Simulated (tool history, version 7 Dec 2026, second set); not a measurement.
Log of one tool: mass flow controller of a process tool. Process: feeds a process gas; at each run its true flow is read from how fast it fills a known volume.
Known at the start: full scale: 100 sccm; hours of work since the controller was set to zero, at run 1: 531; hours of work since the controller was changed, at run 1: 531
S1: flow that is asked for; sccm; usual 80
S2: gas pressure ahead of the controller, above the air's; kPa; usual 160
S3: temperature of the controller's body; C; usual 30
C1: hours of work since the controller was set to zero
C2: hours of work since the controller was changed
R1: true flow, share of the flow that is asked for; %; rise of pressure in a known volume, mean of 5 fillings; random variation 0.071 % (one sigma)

Run 1, day 0: usual settings; C1 531; C2 531. Result: R1 99.52 %.
Run 2, day 10.608: usual settings; C1 612; C2 612. Result: R1 99.6 %.
Run 3, day 17.979: usual settings; C1 668; C2 668. Result: R1 99.58 %.
Run 4, day 25.321: usual settings; C1 724; C2 724. Result: R1 99.62 %.
Run 5, day 36.475: usual settings; C1 809; C2 809. Result: R1 99.6 %.
Run 6, day 43.583: usual settings; C1 864; C2 864. Result: R1 99.67 %.
Run 7, day 49.942: usual settings but S1 10 sccm; C1 912; C2 912. Result: R1 98.05 %.
Run 8, day 57.442: usual settings but S1 10 sccm; C1 970; C2 970. Result: R1 98.02 %.
Run 9, day 68.925: usual settings but S3 23 C; C1 1057; C2 1057. Result: R1 100.11 %.
Run 10, day 81.362: usual settings but S1 46 sccm, S2 165 kPa, S3 22 C; C1 1152; C2 1152. Result: R1 99.66 %.
Run 11, day 92.083: usual settings but S1 46 sccm, S2 270 kPa, S3 35 C; C1 1234; C2 1234. Result: R1 98.41 %.
Run 12, day 101.496: usual settings but S1 46 sccm, S2 270 kPa; C1 1306; C2 1306. Result: R1 98.7 %.
Run 13, day 116.108: usual settings but S2 262 kPa, S3 20 C; C1 1418; C2 1418. Result: R1 99.88 %.

Forecast run 14:
Run 14, day 127.538: usual settings but S2 164 kPa, S3 29 C; C1 1505; C2 1505. Result: R1 ?.

{"run 14": {"R1": 99.9}}
Without the tool's hidden state the same run would have given R1 99.63 %.
